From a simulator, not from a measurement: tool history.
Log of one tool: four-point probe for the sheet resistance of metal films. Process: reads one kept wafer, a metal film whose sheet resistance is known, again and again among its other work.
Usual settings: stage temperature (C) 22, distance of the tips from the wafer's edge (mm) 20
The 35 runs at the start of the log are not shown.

run,hour,stage temperature (C),distance of the tips from the wafer's edge (mm),sheet resistance as the instrument gives it (ohm/square)
36,998.5,29,20,0.271849
37,1027.4,34,3,0.275611
38,1058.1,34,3,0.275561
39,1091.7,34,3,0.275477
40,1109.7,34,3,0.275469
41,1130.3,26,60,0.271746
42,1155.6,26,41,0.271879
43,1183.4,33,18,0.271718
44,1201.0,28,14,0.271924
45,1233.3,22,13,0.272180
46,1263.0,22,16,0.272168

Branching from run 46: 3 alternative next runs. What would each branch give?
A,1283.2,19,8,?
B,1283.2,27,62,?
C,1283.2,22,4,?

run,sheet resistance as the instrument gives it (ohm/square)
A,0.272681
B,0.271832
C,0.274243
Had the tool no hidden state, the same runs would have come out as:
run,sheet resistance as the instrument gives it (ohm/square)
A,0.272683
B,0.271834
C,0.274244
